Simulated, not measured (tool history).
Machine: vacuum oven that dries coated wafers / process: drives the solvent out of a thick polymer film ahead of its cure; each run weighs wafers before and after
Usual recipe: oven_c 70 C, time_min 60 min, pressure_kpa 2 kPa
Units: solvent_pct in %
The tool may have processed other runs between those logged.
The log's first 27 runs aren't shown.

run    hour  oven_c  time_min  pressure_kpa  hours of work since the thermocouples were calibrated  hours of work since the vacuum gauge was cleaned of residue  solvent_pct
 28    1302      63        45          3.54                                                    472                                                          669         9.71
 29  1359.9      85        43          1.12                                                    503                                                          701         1.35
 30  1402.9      62        40          5.87                                                    526                                                          724        13.03
 31  1457.6      57        40          5.87                                                    556                                                          754        15.25
 32  1509.3      70        57          3.97                                                    584                                                          782         6.43
 33  1540.2      66        46          4.92                                                    601                                                          799         9.81
 34  1592.4      70        31          1.79                                                    629                                                          827         7.45
 35  1640.2      72       101           1.3                                                    655                                                          853         1.77
 36  1705.5      72       101           1.3                                                    691                                                          888         1.71
 37  1736.6      70        48          3.93                                                    708                                                          905         7.01
 38  1791.4      81        47           1.8                                                    737                                                          935          2.1
 39  1840.9      65        40           1.8                                                    764                                                          962         7.78
 40  1873.2      70        40          7.89                                                    782                                                          979        11.24
 41  1924.8      72        50          7.89                                                    810                                                         1007          9.6
 42    1964      70        60          3.86                                                    831                                                         1029         6.13
 43  2007.4      72        75          6.69                                                    855                                                         1052          7.7
 44  2058.8      72        75          6.69                                                    883                                                         1080         7.62
 45  2111.3      72        75          6.69                                                    911                                                         1109         7.66
 46  2148.7      72        75          6.69                                                    931                                                         1129         7.56
 47  2178.7      67        97          2.42                                                    948                                                         1145          4.1

Branching from run 47: 4 alternative next runs. What would each branch give?
  A  2220.7      70        60          1.49                                                    971                                                         1168            ?
  B  2220.7      74        87             2                                                    971                                                         1168            ?
  C  2220.7      67        37          2.42                                                    971                                                         1168            ?
  D  2220.7      78        98          4.07                                                    971                                                         1168            ?

run  solvent_pct
  A         3.82
  B         2.28
  C         8.18
  D         3.34
What these runs would have given with no unlogged condition in the tool:
run  solvent_pct
  A          3.8
  B         2.27
  C         8.17
  D         3.33
